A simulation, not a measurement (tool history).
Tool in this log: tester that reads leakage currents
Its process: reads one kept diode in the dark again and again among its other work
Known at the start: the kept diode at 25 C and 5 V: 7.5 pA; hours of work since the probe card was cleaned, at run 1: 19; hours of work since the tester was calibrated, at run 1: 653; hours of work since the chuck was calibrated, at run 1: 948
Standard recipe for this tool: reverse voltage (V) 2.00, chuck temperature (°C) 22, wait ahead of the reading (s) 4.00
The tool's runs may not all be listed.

| run | hour | reverse voltage (V) | chuck temperature (°C) | wait ahead of the reading (s) | hours of work since the probe card was cleaned | hours of work since the tester was calibrated | hours of work since the chuck was calibrated | current that the tester gives (pA) |
|---|---|---|---|---|---|---|---|---|
| 1 | 0.0 | 2.00 | 22 | 4.00 | 19 | 653 | 948 | 3.73 |
| 2 | 31.4 | 16.74 | 22 | 4.00 | 43 | 677 | 972 | 10.05 |
| 3 | 63.4 | 16.74 | 22 | 0.40 | 67 | 701 | 997 | 17.43 |
| 4 | 84.6 | 16.74 | 22 | 0.40 | 83 | 717 | 1013 | 17.48 |
| 5 | 102.6 | 17.40 | 22 | 0.40 | 97 | 731 | 1026 | 18.11 |
| 6 | 117.1 | 17.40 | 22 | 0.40 | 108 | 742 | 1037 | 18.10 |
| 7 | 141.0 | 2.00 | 47 | 4.00 | 126 | 760 | 1055 | 27.61 |
| 8 | 158.6 | 2.00 | 47 | 4.00 | 139 | 773 | 1069 | 27.63 |
| 9 | 177.6 | 2.00 | 47 | 4.00 | 153 | 787 | 1083 | 27.60 |
| 10 | 195.5 | 2.00 | 47 | 4.00 | 167 | 801 | 1097 | 27.58 |
| 11 | 220.3 | 2.00 | 22 | 4.00 | 186 | 820 | 1115 | 3.85 |
| 12 | 239.7 | 2.00 | 22 | 4.00 | 201 | 834 | 1130 | 3.77 |
| 13 | 257.3 | 2.00 | 27 | 4.00 | 214 | 848 | 1144 | 5.78 |
| 14 | 274.9 | 2.00 | 27 | 4.00 | 227 | 861 | 1157 | 5.79 |
| 15 | 289.0 | 2.00 | 27 | 4.00 | 238 | 872 | 1168 | 5.75 |
| 16 | 312.3 | 2.00 | 27 | 4.00 | 256 | 890 | 1185 | 5.74 |
| 17 | 329.0 | 2.00 | 28 | 4.00 | 268 | 902 | 1198 | 6.22 |
| 18 | 358.2 | 2.00 | 28 | 4.00 | 290 | 924 | 1220 | 6.21 |
|  | 375.7 | chuck's temperature calibrated |
| 19 | 384.3 | 2.00 | 28 | 4.00 | 309 | 943 | 7 | 6.86 |
| 20 | 397.5 | 2.00 | 22 | 4.00 | 319 | 953 | 17 | 4.25 |
| 21 | 410.7 | 3.71 | 22 | 4.00 | 329 | 963 | 27 | 5.67 |

Run 22 has not been measured yet. What should we expect?
| 22 | 430.7 | 2.62 | 52 | 1.81 | 344 | 978 | 42 | ? |

{"run 22": {"current that the tester gives (pA)": 48.42}}
With the hidden condition absent and the run-to-run variation left alone, this run would have shown current that the tester gives (pA) 48.47.
